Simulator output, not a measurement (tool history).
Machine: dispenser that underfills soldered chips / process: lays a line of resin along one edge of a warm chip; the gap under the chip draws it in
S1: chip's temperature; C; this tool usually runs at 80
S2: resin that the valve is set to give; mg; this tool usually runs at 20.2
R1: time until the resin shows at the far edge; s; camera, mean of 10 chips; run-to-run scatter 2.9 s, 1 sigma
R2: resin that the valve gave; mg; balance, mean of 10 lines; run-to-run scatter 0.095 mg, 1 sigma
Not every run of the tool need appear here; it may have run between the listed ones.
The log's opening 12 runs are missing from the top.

{"run": 13, "day": 3.275, "S1": 81, "S2": 20.2, "R1": 385.5, "R2": 19.63}
{"day": 3.475, "done": "new syringe of resin"}
{"run": 14, "day": 3.658, "S1": 80, "S2": 20.2, "R1": 346.2, "R2": 19.53}
{"run": 15, "day": 3.908, "S1": 80, "S2": 20.2, "R1": 392.4, "R2": 19.61}
{"day": 4.188, "done": "new syringe of resin"}
{"run": 16, "day": 4.221, "S1": 80, "S2": 20.2, "R1": 325, "R2": 19.55}
{"run": 17, "day": 4.583, "S1": 89, "S2": 18.6, "R1": 257.4, "R2": 17.76}
{"run": 18, "day": 4.812, "S1": 75, "S2": 18.6, "R1": 593.7, "R2": 17.61}
{"day": 4.917, "done": "new syringe of resin"}
{"run": 19, "day": 5.017, "S1": 88, "S2": 19.4, "R1": 224.4, "R2": 18.45}
{"run": 20, "day": 5.242, "S1": 88, "S2": 19.4, "R1": 256.2, "R2": 18.49}
{"run": 21, "day": 5.462, "S1": 92, "S2": 17.7, "R1": 241.5, "R2": 16.94}
{"day": 5.638, "done": "new syringe of resin"}
{"run": 22, "day": 5.708, "S1": 81, "S2": 20.2, "R1": 310.3, "R2": 19.19}
{"run": 23, "day": 6.038, "S1": 83, "S2": 26.2, "R1": 331.2, "R2": 24.86}
{"day": 6.267, "done": "dispensing valve cleaned and set on the balance"}
{"run": 24, "day": 6.292, "S1": 83, "S2": 26.2, "R1": 367.4, "R2": 26.4}
{"day": 6.392, "done": "new syringe of resin"}
{"run": 25, "day": 6.558, "S1": 83, "S2": 26.2, "R1": 285.4, "R2": 26.1}
{"run": 26, "day": 6.825, "S1": 71, "S2": 18.7, "R1": 634.5, "R2": 18.45}
{"day": 7.133, "done": "new syringe of resin"}
{"run": 27, "day": 7.146, "S1": 71, "S2": 18.7, "R1": 499.9, "R2": 18.52}
{"run": 28, "day": 7.5, "S1": 85, "S2": 24.1, "R1": 290.1, "R2": 23.86}
{"run": 29, "day": 7.762, "S1": 78, "S2": 20.8, "R1": 478.8, "R2": 20.62}
{"day": 7.867, "done": "new syringe of resin"}
{"run": 30, "day": 8.146, "S1": 78, "S2": 19.3, "R1": 415.9, "R2": 19.02}

Below are 5 alternative next runs, each starting from the tool's condition after run 30. Predict each:
{"run": "A", "day": 8.383, "S1": 79, "S2": 20.2, "R1": "?", "R2": "?"}
{"run": "B", "day": 8.383, "S1": 69, "S2": 19.3, "R1": "?", "R2": "?"}
{"run": "C", "day": 8.383, "S1": 73, "S2": 23.8, "R1": "?", "R2": "?"}
{"run": "D", "day": 8.383, "S1": 92, "S2": 21.4, "R1": "?", "R2": "?"}
{"run": "E", "day": 8.383, "S1": 93, "S2": 22.6, "R1": "?", "R2": "?"}

run=A R1=444.4 R2=19.76
run=B R1=761 R2=18.88
run=C R1=598.7 R2=23.29
run=D R1=236.8 R2=21.03
run=E R1=222.5 R2=22.19
With no hidden state in the tool, these same runs would have given:
run=A R1=297.1 R2=20.16
run=B R1=505.3 R2=19.26
run=C R1=399.7 R2=23.76
run=D R1=159.6 R2=21.45
run=E R1=150.4 R2=22.63
